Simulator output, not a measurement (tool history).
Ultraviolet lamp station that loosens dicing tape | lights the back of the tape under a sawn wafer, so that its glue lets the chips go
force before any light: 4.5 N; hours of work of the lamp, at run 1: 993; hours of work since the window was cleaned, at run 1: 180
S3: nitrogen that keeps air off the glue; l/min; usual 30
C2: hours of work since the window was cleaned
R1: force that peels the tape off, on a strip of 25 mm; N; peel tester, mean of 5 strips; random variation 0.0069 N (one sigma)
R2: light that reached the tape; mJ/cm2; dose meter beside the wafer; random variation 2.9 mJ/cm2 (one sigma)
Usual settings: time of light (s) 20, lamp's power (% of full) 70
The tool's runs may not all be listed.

{"run": 1, "hour": 0.0, "time of light (s)": 20, "lamp's power (% of full)": 70, "S3": 30, "hours of work of the lamp": 993, "C2": 180, "R1": 0.445, "R2": 310}
{"run": 2, "hour": 30.4, "time of light (s)": 20, "lamp's power (% of full)": 70, "S3": 30, "hours of work of the lamp": 1010, "C2": 197, "R1": 0.456, "R2": 302}
{"run": 3, "hour": 57.6, "time of light (s)": 20, "lamp's power (% of full)": 70, "S3": 30, "hours of work of the lamp": 1026, "C2": 213, "R1": 0.484, "R2": 304}
{"run": 4, "hour": 85.9, "time of light (s)": 20, "lamp's power (% of full)": 70, "S3": 37, "hours of work of the lamp": 1042, "C2": 229, "R1": 0.448, "R2": 299}
{"run": 5, "hour": 116.2, "time of light (s)": 20, "lamp's power (% of full)": 70, "S3": 37, "hours of work of the lamp": 1059, "C2": 246, "R1": 0.447, "R2": 292}
{"run": 6, "hour": 150.4, "time of light (s)": 20, "lamp's power (% of full)": 70, "S3": 30, "hours of work of the lamp": 1079, "C2": 266, "R1": 0.532, "R2": 289}
{"run": 7, "hour": 208.4, "time of light (s)": 20, "lamp's power (% of full)": 70, "S3": 30, "hours of work of the lamp": 1112, "C2": 299, "R1": 0.581, "R2": 282}
{"run": 8, "hour": 246.2, "time of light (s)": 12, "lamp's power (% of full)": 64, "S3": 30, "hours of work of the lamp": 1133, "C2": 320, "R1": 1.38, "R2": 149}
{"hour": 251.4, "done": "window cleaned of glue's vapour"}
{"run": 9, "hour": 299.8, "time of light (s)": 20, "lamp's power (% of full)": 67, "S3": 20, "hours of work of the lamp": 1164, "C2": 28, "R1": 0.86, "R2": 248}
{"run": 10, "hour": 328.5, "time of light (s)": 40, "lamp's power (% of full)": 71, "S3": 27, "hours of work of the lamp": 1180, "C2": 44, "R1": 0.169, "R2": 517}
{"hour": 371.7, "done": "window cleaned of glue's vapour, once more"}
{"run": 11, "hour": 384.6, "time of light (s)": 20, "lamp's power (% of full)": 85, "S3": 59, "hours of work of the lamp": 1212, "C2": 7, "R1": 0.179, "R2": 402}

Forecast each of these 3 alternatives for the next run:
{"run": "A", "hour": 435.6, "time of light (s)": 20, "lamp's power (% of full)": 95, "S3": 25, "hours of work of the lamp": 1241, "C2": 36, "R1": "?", "R2": "?"}
{"run": "B", "hour": 435.6, "time of light (s)": 20, "lamp's power (% of full)": 68, "S3": 38, "hours of work of the lamp": 1241, "C2": 36, "R1": "?", "R2": "?"}
{"run": "C", "hour": 435.6, "time of light (s)": 21, "lamp's power (% of full)": 70, "S3": 16, "hours of work of the lamp": 1241, "C2": 36, "R1": "?", "R2": "?"}

run=A R1=0.258 R2=434
run=B R1=0.39 R2=310
run=C R1=0.596 R2=339
Without the tool's hidden state the same runs would have given:
run=A R1=0.15 R2=570
run=B R1=0.217 R2=406
run=C R1=0.344 R2=444
